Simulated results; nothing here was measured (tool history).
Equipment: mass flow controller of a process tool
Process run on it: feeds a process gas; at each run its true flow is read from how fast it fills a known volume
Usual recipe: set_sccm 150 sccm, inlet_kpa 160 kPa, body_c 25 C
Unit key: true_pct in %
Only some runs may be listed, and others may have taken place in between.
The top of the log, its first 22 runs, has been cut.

| run | hour | set_sccm | inlet_kpa | body_c | true_pct |
|---|---|---|---|---|---|
| 23 | 2258.9 | 146 | 160 | 25 | 99.21 |
| 24 | 2322.7 | 150 | 160 | 25 | 99.25 |
| 25 | 2437.5 | 150 | 160 | 25 | 99.22 |
| 26 | 2522.3 | 150 | 160 | 25 | 99.13 |
| 27 | 2618.6 | 108 | 157 | 34 | 98.72 |
| 28 | 2738.4 | 150 | 160 | 40 | 98.68 |
| 29 | 2829.7 | 150 | 160 | 40 | 98.51 |
| 30 | 2913.2 | 150 | 160 | 40 | 98.62 |
| 31 | 3002.5 | 236 | 160 | 22 | 99.61 |
| 32 | 3126.9 | 114 | 183 | 33 | 98.74 |
| 33 | 3198.4 | 385 | 160 | 25 | 99.89 |
| 34 | 3285.7 | 150 | 160 | 25 | 99.22 |
| 35 | 3396.9 | 150 | 160 | 25 | 99.07 |
| 36 | 3486 | 182 | 171 | 40 | 98.64 |
| 37 | 3624.1 | 182 | 171 | 40 | 98.52 |
| 38 | 3711 | 88 | 175 | 38 | 98.36 |
| 39 | 3797.6 | 88 | 175 | 21 | 99.16 |
| 40 | 3906 | 88 | 273 | 27 | 98.49 |
| 41 | 3978.5 | 201 | 207 | 27 | 99.14 |
| 42 | 4061.7 | 316 | 147 | 21 | 99.85 |
| 43 | 4138.8 | 129 | 147 | 33 | 98.83 |

Estimate the outcome of run 44 from the log above:
| 44 | 4208 | 77 | 147 | 39 | ? |

Run 44 gave true_pct 98.36 %.
The same run, on a tool lacking any hidden state, would have yielded true_pct 98.34 %.

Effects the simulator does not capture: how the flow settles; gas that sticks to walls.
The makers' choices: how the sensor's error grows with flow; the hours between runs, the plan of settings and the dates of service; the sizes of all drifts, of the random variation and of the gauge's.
